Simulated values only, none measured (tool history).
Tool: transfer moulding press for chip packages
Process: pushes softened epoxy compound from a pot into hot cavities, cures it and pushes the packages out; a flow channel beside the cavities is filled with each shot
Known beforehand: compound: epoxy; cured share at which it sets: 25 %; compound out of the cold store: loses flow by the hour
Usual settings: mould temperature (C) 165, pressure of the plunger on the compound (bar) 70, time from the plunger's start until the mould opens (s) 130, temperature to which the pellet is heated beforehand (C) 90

run	hour	mould temperature (C)	pressure of the plunger on the compound (bar)	time from the plunger's start until the mould opens (s)	temperature to which the pellet is heated beforehand (C)	incoming compound's hours out of the cold store	length that the compound runs in the flow channel (mm)	greatest force on the pins that push the packages out (N)
1	0	165	70	130	90	21	876	409
2	46.4	165	70	130	90	9.9	916	482
3	67.7	165	77.2	130	90	10	960	496
# hour 81.1: cavities cleaned with cleaning compound and waxed
4	99.2	159	77.2	130	90	33.9	881	760
5	147.2	159	54.1	130	90	46.5	701	766
# hour 160.6: cavities cleaned with cleaning compound and waxed, once more
6	177.7	159	54.1	130	90	44.8	711	505
7	216.3	165	70	130	90	34	810	474
8	251.8	168	70	130	90	26.2	824	490
# hour 257.6: cavities cleaned with cleaning compound and waxed
9	290.3	168	70	130	81	27.5	808	427
10	317.8	168	70	130	81	47.5	755	435
# hour 352.8: cavities cleaned with cleaning compound and waxed
11	356.6	168	70	130	81	38.2	771	345
12	385.5	165	70	130	90	31.1	798	442
13	423.4	165	70	130	90	43	760	473
# hour 450.9: cavities cleaned with cleaning compound and waxed
14	450.9	165	70	130	90	24.5	817	381
15	473.4	165	70	130	90	25.7	812	417
16	504.6	165	70	130	90	27.7	803	485
17	539.6	160	83.1	130	90	32.1	876	646
# hour 546.7: cavities cleaned with cleaning compound and waxed
18	587.4	165	70	130	90	42.2	748	456
19	616.9	165	83	130	90	23.5	875	483
# hour 642.6: cavities cleaned with cleaning compound and waxed
20	652.4	165	83	130	90	30.8	840	409
# hour 662.2: mould's thermocouples calibrated
21	686.3	165	83	130	90	14.2	899	445
22	724.5	169	75.6	130	90	42	754	491
# hour 742.7: cavities cleaned with cleaning compound and waxed
23	752.9	165	70	130	90	31.8	758	381
24	780.2	165	70	130	95	46.9	711	433
25	812.1	165	70	130	95	32.7	749	481
# hour 838.6: cavities cleaned with cleaning compound and waxed
26	844.1	162	70	142	84	39.2	739	378
27	867	162	70	142	84	11.1	814	438
28	901.1	162	70	142	84	17.6	797	489
29	930.5	162	70	142	84	18.8	797	557

Each run again, without the hidden state but with its own random variation kept:
Hidden state present: true mould temperature over the reading, C; pressure that reaches the compound, % of what is set; grip of the stained cavities, % over clean ones'; drift of the gauge itself on flow_mm, %; drift of the gauge itself on push_out_n, %.
run	length that the compound runs in the flow channel (mm)	greatest force on the pins that push the packages out (N)
1	876	360
2	922	349
3	969	339
4	892	434
5	714	438
6	726	432
7	832	350
8	851	337
9	839	346
10	787	319
11	808	328
12	839	354
13	803	336
14	867	373
15	864	352
16	858	361
17	941	427
18	808	351
19	950	336
20	917	365
21	990	347
22	835	344
23	842	354
24	793	350
25	840	349
26	832	361
27	921	367
28	905	359
29	909	382
